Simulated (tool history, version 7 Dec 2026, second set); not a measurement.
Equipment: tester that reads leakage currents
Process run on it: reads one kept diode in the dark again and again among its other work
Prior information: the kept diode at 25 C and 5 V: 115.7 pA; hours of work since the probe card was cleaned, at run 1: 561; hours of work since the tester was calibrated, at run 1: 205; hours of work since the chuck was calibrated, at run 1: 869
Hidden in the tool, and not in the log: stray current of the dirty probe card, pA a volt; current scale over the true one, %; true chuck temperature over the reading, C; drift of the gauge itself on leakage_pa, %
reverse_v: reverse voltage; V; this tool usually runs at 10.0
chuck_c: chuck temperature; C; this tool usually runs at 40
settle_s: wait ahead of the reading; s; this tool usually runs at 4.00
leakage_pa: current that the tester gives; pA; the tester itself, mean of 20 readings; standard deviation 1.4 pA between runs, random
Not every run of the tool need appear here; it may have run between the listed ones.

| run | hour | reverse_v | chuck_c | settle_s | hours of work since the probe card was cleaned | hours of work since the tester was calibrated | hours of work since the chuck was calibrated | leakage_pa |
|---|---|---|---|---|---|---|---|---|
| 1 | 0.0 | 10.0 | 40 | 4.00 | 561 | 205 | 869 | 476.13 |
| 2 | 32.6 | 10.0 | 40 | 4.00 | 574 | 219 | 883 | 473.27 |
| 3 | 65.2 | 14.0 | 40 | 4.00 | 588 | 233 | 897 | 553.03 |
| 4 | 96.7 | 10.0 | 35 | 4.00 | 602 | 246 | 910 | 334.32 |
| 5 | 126.0 | 10.0 | 40 | 4.00 | 615 | 259 | 923 | 476.66 |
| 6 | 157.9 | 10.0 | 40 | 4.00 | 628 | 272 | 936 | 474.11 |
| 7 | 192.8 | 10.0 | 40 | 4.00 | 643 | 287 | 951 | 474.51 |
| 8 | 215.9 | 10.0 | 40 | 4.00 | 653 | 297 | 961 | 475.96 |
| 9 | 232.6 | 10.0 | 20 | 4.00 | 660 | 304 | 969 | 108.19 |
| 10 | 261.0 | 10.0 | 20 | 4.00 | 672 | 317 | 981 | 108.25 |
| 11 | 284.0 | 10.0 | 40 | 1.40 | 682 | 327 | 991 | 476.61 |
| 12 | 318.2 | 10.0 | 40 | 1.40 | 697 | 341 | 1005 | 474.39 |
| 13 | 355.1 | 10.0 | 40 | 1.40 | 713 | 357 | 1021 | 476.90 |
| 14 | 384.0 | 10.0 | 40 | 1.40 | 725 | 369 | 1033 | 478.71 |
| 15 | 420.2 | 3.7 | 40 | 0.46 | 741 | 385 | 1049 | 306.83 |
| 16 | 457.5 | 3.7 | 40 | 0.46 | 757 | 401 | 1065 | 303.37 |
| 17 | 481.4 | 3.7 | 22 | 1.28 | 767 | 411 | 1075 | 80.68 |
| 18 | 504.4 | 10.0 | 40 | 1.41 | 777 | 421 | 1085 | 476.36 |
| 19 | 534.8 | 5.4 | 50 | 1.41 | 790 | 434 | 1098 | 702.19 |
| 20 | 557.6 | 2.8 | 50 | 3.43 | 799 | 444 | 1108 | 524.69 |
| 21 | 581.0 | 2.8 | 50 | 3.43 | 810 | 454 | 1118 | 526.18 |
| 22 | 605.4 | 2.8 | 50 | 3.43 | 820 | 464 | 1128 | 523.55 |
| 23 | 626.5 | 2.8 | 50 | 3.43 | 829 | 473 | 1137 | 526.85 |
| 24 | 658.0 | 3.4 | 46 | 3.43 | 842 | 487 | 1151 | 437.92 |
| 25 | 695.3 | 3.4 | 40 | 3.49 | 858 | 503 | 1167 | 291.62 |
| 26 | 720.0 | 3.4 | 40 | 3.49 | 869 | 513 | 1177 | 291.61 |
| 27 | 746.8 | 3.4 | 40 | 3.49 | 881 | 525 | 1189 | 291.83 |
| 28 | 776.8 | 9.2 | 53 | 1.15 | 893 | 538 | 1202 | 1092.59 |

4 options for the next run, each taken on its own from the tool as it stands now. Forecast them:
| A | 808.8 | 10.0 | 28 | 1.02 | 907 | 551 | 1215 | ? |
| B | 808.8 | 10.0 | 29 | 0.81 | 907 | 551 | 1215 | ? |
| C | 808.8 | 9.5 | 24 | 1.15 | 907 | 551 | 1215 | ? |
| D | 808.8 | 4.6 | 27 | 0.75 | 907 | 551 | 1215 | ? |

| run | leakage_pa |
|---|---|
| A | 201.18 |
| B | 218.80 |
| C | 146.45 |
| D | 131.59 |
With the hidden condition removed and each run's random variation left untouched, the same runs would have given:
| run | leakage_pa |
|---|---|
| A | 201.25 |
| B | 218.87 |
| C | 146.48 |
| D | 131.66 |

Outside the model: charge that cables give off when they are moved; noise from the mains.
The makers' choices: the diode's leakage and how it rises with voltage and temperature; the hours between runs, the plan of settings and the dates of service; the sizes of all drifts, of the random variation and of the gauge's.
